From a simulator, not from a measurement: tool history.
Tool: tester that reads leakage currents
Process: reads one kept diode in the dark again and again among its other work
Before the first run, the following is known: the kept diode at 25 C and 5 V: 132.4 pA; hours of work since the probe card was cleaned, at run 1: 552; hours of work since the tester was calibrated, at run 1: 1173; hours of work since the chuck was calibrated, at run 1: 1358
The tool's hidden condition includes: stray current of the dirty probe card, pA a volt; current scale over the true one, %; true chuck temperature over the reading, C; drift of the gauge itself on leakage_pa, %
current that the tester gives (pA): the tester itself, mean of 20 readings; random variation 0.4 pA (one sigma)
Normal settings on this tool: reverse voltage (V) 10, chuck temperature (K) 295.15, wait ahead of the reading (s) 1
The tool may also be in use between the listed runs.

| run | hour | reverse voltage (V) | chuck temperature (K) | wait ahead of the reading (s) | hours of work since the probe card was cleaned | hours of work since the tester was calibrated | hours of work since the chuck was calibrated | current that the tester gives (pA) |
|---|---|---|---|---|---|---|---|---|
| 1 | 0 | 10 | 295.15 | 1 | 552 | 1173 | 1358 | 125.01 |
| 2 | 46.7 | 10 | 295.15 | 1 | 584 | 1205 | 1390 | 124.31 |
| 3 | 87.4 | 10 | 295.15 | 1 | 612 | 1233 | 1418 | 124.28 |
| 4 | 129.7 | 10 | 295.15 | 1 | 641 | 1262 | 1447 | 124.48 |
| 5 | 155.9 | 10 | 295.15 | 1 | 659 | 1280 | 1465 | 124.69 |
| 6 | 202.8 | 10 | 312.15 | 1 | 692 | 1312 | 1497 | 535.09 |
|  | 227.1 | chuck's temperature calibrated |
| 7 | 251.3 | 10 | 312.15 | 1 | 724 | 1345 | 17 | 570.05 |
| 8 | 286.3 | 10 | 312.15 | 1 | 748 | 1369 | 41 | 574.18 |
| 9 | 323.8 | 10 | 299.15 | 1 | 774 | 1394 | 67 | 189.68 |
| 10 | 346.4 | 10 | 299.15 | 1 | 789 | 1410 | 82 | 190.28 |
| 11 | 375.9 | 10 | 311.15 | 1 | 810 | 1430 | 103 | 524.85 |
| 12 | 414.8 | 10 | 311.15 | 1 | 837 | 1457 | 129 | 524.54 |
| 13 | 461.8 | 10 | 311.15 | 7.26 | 869 | 1490 | 162 | 522.27 |
| 14 | 485.5 | 10 | 311.15 | 7.26 | 885 | 1506 | 178 | 520.6 |
| 15 | 513.4 | 10 | 311.15 | 7.26 | 904 | 1525 | 197 | 519.32 |
| 16 | 537.2 | 10 | 311.15 | 7.26 | 921 | 1542 | 214 | 521.49 |
| 17 | 582.7 | 1.2 | 295.15 | 1 | 952 | 1573 | 245 | 62.14 |
| 18 | 630 | 10 | 295.15 | 1.31 | 985 | 1606 | 278 | 132.4 |
| 19 | 653.7 | 1.8 | 310.15 | 0.39 | 1001 | 1622 | 294 | 265.68 |
| 20 | 689.4 | 10 | 319.15 | 1 | 1026 | 1647 | 319 | 988.92 |
|  | 695.1 | probe card cleaned and baked |
| 21 | 734.4 | 10 | 319.15 | 1 | 27 | 1675 | 348 | 989.51 |
| 22 | 756.1 | 10 | 319.15 | 1.91 | 42 | 1690 | 363 | 993.65 |
| 23 | 781.3 | 10 | 319.15 | 1.91 | 59 | 1708 | 380 | 1001.58 |
| 24 | 816.5 | 4.5 | 322.15 | 1.68 | 84 | 1732 | 404 | 950.41 |
|  | 823.7 | probe card cleaned and baked, once more |
| 25 | 853.9 | 4.5 | 322.15 | 1.68 | 21 | 1756 | 428 | 942.9 |
| 26 | 886.6 | 7.5 | 316.15 | 1.18 | 43 | 1778 | 450 | 699.51 |
| 27 | 924.6 | 1.1 | 298.15 | 9.85 | 70 | 1805 | 477 | 77.3 |
| 28 | 958.7 | 1.1 | 298.15 | 9.85 | 93 | 1828 | 500 | 77.43 |
| 29 | 993.5 | 10 | 295.15 | 2.8 | 117 | 1852 | 524 | 126.23 |
| 30 | 1039.6 | 7.6 | 309.15 | 1.81 | 149 | 1884 | 556 | 391.66 |
| 31 | 1059.9 | 10.6 | 303.15 | 2.55 | 163 | 1898 | 570 | 261.65 |
| 32 | 1082.3 | 10.6 | 303.15 | 2.55 | 178 | 1913 | 585 | 262.03 |
| 33 | 1128 | 10 | 295.15 | 4.88 | 210 | 1945 | 617 | 124.61 |
| 34 | 1166 | 2.2 | 308.15 | 0.59 | 236 | 1971 | 643 | 234.1 |
| 35 | 1196.3 | 6.1 | 324.15 | 2.27 | 257 | 1992 | 664 | 1217.91 |
| 36 | 1227.5 | 2.4 | 298.15 | 0.49 | 278 | 2013 | 685 | 101.96 |

Hidden state at the last listed run before each entry between runs and at the first one after, where it differs:
After run 6, before run 7: chuck's temperature calibrated (hour 227.1)
  stray current of the dirty probe card, pA a volt: 0.362 -> 0.379; current scale over the true one, %: -0.64 -> -0.66; true chuck temperature over the reading, C: -0.77 -> 0.04
  difference, measured minus the result without the unlogged condition, current that the tester gives (pA): -35.45 -> +1.58
After run 20, before run 21: probe card cleaned and baked (hour 695.1)
  stray current of the dirty probe card, pA a volt: 0.527 -> 0.828; current scale over the true one, %: -0.81 -> -0.83; true chuck temperature over the reading, C: -0.11 -> -0.13
  difference, measured minus the result without the unlogged condition, current that the tester gives (pA): -11.8 -> -10.14
After run 24, before run 25: probe card cleaned and baked, once more (hour 823.7)
  stray current of the dirty probe card, pA a volt: 0.857 -> 0.031; current scale over the true one, %: -0.86 -> -0.87; true chuck temperature over the reading, C: -0.15 -> -0.16
  difference, measured minus the result without the unlogged condition, current that the tester gives (pA): -15.84 -> -20.39
